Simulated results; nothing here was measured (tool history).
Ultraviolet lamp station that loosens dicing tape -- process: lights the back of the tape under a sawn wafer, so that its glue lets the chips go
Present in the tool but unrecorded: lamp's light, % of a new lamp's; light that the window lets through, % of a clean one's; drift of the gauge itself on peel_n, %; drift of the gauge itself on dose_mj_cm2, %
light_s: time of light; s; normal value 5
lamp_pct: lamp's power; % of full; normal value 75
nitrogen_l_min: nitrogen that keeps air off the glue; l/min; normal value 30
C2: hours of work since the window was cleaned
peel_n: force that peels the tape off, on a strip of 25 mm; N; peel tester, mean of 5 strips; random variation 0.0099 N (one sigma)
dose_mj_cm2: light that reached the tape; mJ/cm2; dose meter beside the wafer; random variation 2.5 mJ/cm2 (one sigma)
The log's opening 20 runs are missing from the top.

{"run": 21, "hour": 1309.4, "light_s": 5, "lamp_pct": 75, "nitrogen_l_min": 30, "hours of work of the lamp": 707, "C2": 55, "peel_n": 0.796, "dose_mj_cm2": 225}
{"run": 22, "hour": 1350.9, "light_s": 3, "lamp_pct": 69, "nitrogen_l_min": 30, "hours of work of the lamp": 727, "C2": 74, "peel_n": 2.207, "dose_mj_cm2": 124}
{"run": 23, "hour": 1433.5, "light_s": 3, "lamp_pct": 69, "nitrogen_l_min": 30, "hours of work of the lamp": 765, "C2": 113, "peel_n": 2.325, "dose_mj_cm2": 116}
{"run": 24, "hour": 1519.5, "light_s": 5, "lamp_pct": 72, "nitrogen_l_min": 16, "hours of work of the lamp": 805, "C2": 153, "peel_n": 1.649, "dose_mj_cm2": 203}
{"run": 25, "hour": 1594.2, "light_s": 3, "lamp_pct": 75, "nitrogen_l_min": 9, "hours of work of the lamp": 840, "C2": 187, "peel_n": 4.005, "dose_mj_cm2": 121}
{"run": 26, "hour": 1642.6, "light_s": 5, "lamp_pct": 96, "nitrogen_l_min": 58, "hours of work of the lamp": 862, "C2": 210, "peel_n": 0.346, "dose_mj_cm2": 260}
{"run": 27, "hour": 1729.6, "light_s": 5, "lamp_pct": 96, "nitrogen_l_min": 58, "hours of work of the lamp": 903, "C2": 250, "peel_n": 0.368, "dose_mj_cm2": 254}
{"run": 28, "hour": 1782.8, "light_s": 9, "lamp_pct": 75, "nitrogen_l_min": 27, "hours of work of the lamp": 927, "C2": 275, "peel_n": 0.317, "dose_mj_cm2": 353}
{"run": 29, "hour": 1830.4, "light_s": 9, "lamp_pct": 75, "nitrogen_l_min": 27, "hours of work of the lamp": 949, "C2": 297, "peel_n": 0.342, "dose_mj_cm2": 342}
{"run": 30, "hour": 1871.4, "light_s": 2, "lamp_pct": 67, "nitrogen_l_min": 30, "hours of work of the lamp": 968, "C2": 316, "peel_n": 4.096, "dose_mj_cm2": 66}
{"run": 31, "hour": 1930.1, "light_s": 3, "lamp_pct": 62, "nitrogen_l_min": 45, "hours of work of the lamp": 996, "C2": 343, "peel_n": 2.665, "dose_mj_cm2": 94}
{"run": 32, "hour": 1984.8, "light_s": 4, "lamp_pct": 83, "nitrogen_l_min": 55, "hours of work of the lamp": 1021, "C2": 369, "peel_n": 0.944, "dose_mj_cm2": 166}
{"run": 33, "hour": 2052.5, "light_s": 5, "lamp_pct": 75, "nitrogen_l_min": 30, "hours of work of the lamp": 1052, "C2": 400, "peel_n": 1.217, "dose_mj_cm2": 180}
{"hour": 2078.8, "done": "lamp changed"}
{"run": 34, "hour": 2130.0, "light_s": 5, "lamp_pct": 75, "nitrogen_l_min": 30, "hours of work of the lamp": 24, "C2": 436, "peel_n": 0.535, "dose_mj_cm2": 265}
{"run": 35, "hour": 2176.1, "light_s": 5, "lamp_pct": 75, "nitrogen_l_min": 30, "hours of work of the lamp": 45, "C2": 457, "peel_n": 0.521, "dose_mj_cm2": 262}
{"run": 36, "hour": 2221.4, "light_s": 5, "lamp_pct": 97, "nitrogen_l_min": 30, "hours of work of the lamp": 66, "C2": 478, "peel_n": 0.332, "dose_mj_cm2": 340}
{"run": 37, "hour": 2279.2, "light_s": 5, "lamp_pct": 97, "nitrogen_l_min": 30, "hours of work of the lamp": 93, "C2": 505, "peel_n": 0.334, "dose_mj_cm2": 336}
{"run": 38, "hour": 2328.1, "light_s": 5, "lamp_pct": 90, "nitrogen_l_min": 29, "hours of work of the lamp": 116, "C2": 528, "peel_n": 0.408, "dose_mj_cm2": 304}
{"run": 39, "hour": 2393.9, "light_s": 5, "lamp_pct": 97, "nitrogen_l_min": 29, "hours of work of the lamp": 146, "C2": 558, "peel_n": 0.37, "dose_mj_cm2": 320}
{"run": 40, "hour": 2469.3, "light_s": 5, "lamp_pct": 97, "nitrogen_l_min": 29, "hours of work of the lamp": 181, "C2": 593, "peel_n": 0.389, "dose_mj_cm2": 317}
{"run": 41, "hour": 2527.1, "light_s": 3, "lamp_pct": 97, "nitrogen_l_min": 53, "hours of work of the lamp": 208, "C2": 620, "peel_n": 0.685, "dose_mj_cm2": 188}
{"hour": 2535.1, "done": "window cleaned of glue's vapour"}
{"run": 42, "hour": 2567.6, "light_s": 4, "lamp_pct": 79, "nitrogen_l_min": 12, "hours of work of the lamp": 227, "C2": 15, "peel_n": 1.584, "dose_mj_cm2": 223}

3 ways to go on from here, each from the tool as it stands after run 42. What would each give?
{"run": "A", "hour": 2625.8, "light_s": 9, "lamp_pct": 75, "nitrogen_l_min": 30, "hours of work of the lamp": 254, "C2": 42, "peel_n": "?", "dose_mj_cm2": "?"}
{"run": "B", "hour": 2625.8, "light_s": 5, "lamp_pct": 73, "nitrogen_l_min": 11, "hours of work of the lamp": 254, "C2": 42, "peel_n": "?", "dose_mj_cm2": "?"}
{"run": "C", "hour": 2625.8, "light_s": 4, "lamp_pct": 81, "nitrogen_l_min": 41, "hours of work of the lamp": 254, "C2": 42, "peel_n": "?", "dose_mj_cm2": "?"}

run=A peel_n=0.206 dose_mj_cm2=478
run=B peel_n=1.325 dose_mj_cm2=255
run=C peel_n=0.562 dose_mj_cm2=222
Without the tool's unlogged condition, the same runs would have read:
run=A peel_n=0.193 dose_mj_cm2=533
run=B peel_n=1.081 dose_mj_cm2=284
run=C peel_n=0.446 dose_mj_cm2=248

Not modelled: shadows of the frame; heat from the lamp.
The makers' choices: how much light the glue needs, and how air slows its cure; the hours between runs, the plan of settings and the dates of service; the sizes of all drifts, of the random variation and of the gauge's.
